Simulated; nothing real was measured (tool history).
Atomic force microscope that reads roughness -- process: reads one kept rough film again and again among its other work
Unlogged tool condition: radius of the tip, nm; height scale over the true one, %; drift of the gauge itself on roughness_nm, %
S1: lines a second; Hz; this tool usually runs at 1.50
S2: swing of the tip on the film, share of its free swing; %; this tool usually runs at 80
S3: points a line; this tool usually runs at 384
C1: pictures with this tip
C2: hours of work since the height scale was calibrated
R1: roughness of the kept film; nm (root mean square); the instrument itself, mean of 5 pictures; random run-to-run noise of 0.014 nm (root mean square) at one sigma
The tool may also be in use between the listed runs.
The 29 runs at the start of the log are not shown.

run	day	S1	S2	S3	C1	C2	R1
30	20.304	1.23	82	298	107	336	3.075
31	20.779	0.91	73	384	124	342	3.235
# day 20.896: new tip fitted
32	21.262	0.91	73	384	13	349	3.513
33	21.783	0.91	73	384	32	357	3.448
34	22.388	0.91	73	384	53	366	3.406
35	23.175	0.91	73	384	82	377	3.309
36	23.675	1.38	64	618	100	384	3.289
37	24.183	1.38	64	618	118	392	3.261
# day 24.479: new tip fitted
38	25.162	3.87	71	281	25	406	3.040
39	26.088	3.87	71	281	58	419	2.969
40	26.838	3.87	71	281	85	430	2.883
41	27.450	0.58	77	375	107	439	3.303
# day 28.054: new tip fitted
42	28.183	0.58	77	375	5	449	3.551
43	28.683	0.86	66	500	23	457	3.536
44	29.279	0.65	85	384	44	465	3.333
45	30.150	0.81	63	582	76	478	3.382
46	31.154	1.20	88	384	112	493	2.958
# day 31.621: new tip fitted
47	31.829	0.76	88	384	8	502	3.342
48	32.592	0.76	88	384	35	513	3.272
49	33.079	0.59	80	384	53	520	3.360

4 options for the next run, each taken on its own from the tool as it stands now. Forecast them:
A	33.521	3.09	72	546	69	527	?
B	33.521	0.59	86	384	69	527	?
C	33.521	1.34	68	841	69	527	?
D	33.521	0.66	80	384	69	527	?

run	R1
A	2.978
B	3.274
C	3.317
D	3.309
With the hidden condition removed and each run's random variation left untouched, the same runs would have given:
run	R1
A	3.170
B	3.485
C	3.530
D	3.522
